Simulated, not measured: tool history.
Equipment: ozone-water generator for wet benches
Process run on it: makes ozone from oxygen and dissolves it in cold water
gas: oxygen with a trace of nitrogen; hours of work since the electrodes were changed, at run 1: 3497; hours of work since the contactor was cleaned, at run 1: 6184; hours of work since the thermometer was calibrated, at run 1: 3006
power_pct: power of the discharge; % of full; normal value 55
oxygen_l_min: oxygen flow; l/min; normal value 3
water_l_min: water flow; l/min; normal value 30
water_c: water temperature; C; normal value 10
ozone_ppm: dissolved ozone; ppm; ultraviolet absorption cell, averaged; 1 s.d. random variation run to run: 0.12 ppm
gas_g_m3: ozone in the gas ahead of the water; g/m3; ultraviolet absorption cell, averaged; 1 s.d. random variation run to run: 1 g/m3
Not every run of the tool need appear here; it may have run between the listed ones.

run	day	power_pct	oxygen_l_min	water_l_min	water_c	hours of work since the electrodes were changed	hours of work since the contactor was cleaned	hours of work since the thermometer was calibrated	ozone_ppm	gas_g_m3
1	0	55	3	30	10	3497	6184	3006	10.7	178.5
2	4.054	55	3	30	10	3558	6245	3066	10.4	179.9
3	7.292	55	3	30	10	3607	6293	3115	10.5	178.6
4	12.062	43	3	30	10	3678	6365	3186	8.5	144
5	16.029	43	3	30	10	3737	6424	3246	8.5	143.8
# day 16.738: contactor cleaned
6	20.975	43	3	30	10	3809	63	3317	8.7	144.9
7	27.458	55	3	30	10	3906	161	3414	10.6	179.9
8	31.325	55	3	30	10	3964	219	3472	10.6	179.7
9	37.946	55	3	30	10	4063	318	3572	10.6	182.6
10	43.012	64	3	30	10	4139	394	3648	12.2	209.4
11	46.029	48	3	30	10	4184	439	3693	9.3	160.5
12	51.296	48	3	30	10	4263	518	3772	9.3	162.8
13	54.538	48	3	30	10	4312	566	3820	9.2	162.4
# day 58.771: gauge calibrated
14	59.892	95	3	30	16	4392	647	3900	16.5	287.9
15	65.5	60	2.1	32	5	4476	731	3984	10.3	242.8
16	72.342	60	2.1	32	5	4579	833	4087	10.3	243.8
17	76.479	60	2.1	32	5	4641	895	4149	10.1	243.6
18	79.646	43	2.21	38	14	4688	943	4196	6.1	174.8
19	83.658	55	3	28	8	4748	1003	4257	11.4	179.5
20	88.083	55	3	41	11	4814	1069	4323	7.7	179.5
21	91.988	55	3	20	11	4873	1127	4381	15.1	180.8
22	97.25	75	4.52	25	8	4952	1206	4460	17.5	184.2

What does the tool deliver on the next run?
23	104.183	57	3	30	15	5056	1310	4564	?	?

ozone_ppm: 10.7 ppm
gas_g_m3: 185.7 g/m3
With the hidden condition absent and the run-to-run variation left alone, this run would have shown ozone_ppm 10.7 ppm, gas_g_m3 181.7 g/m3.
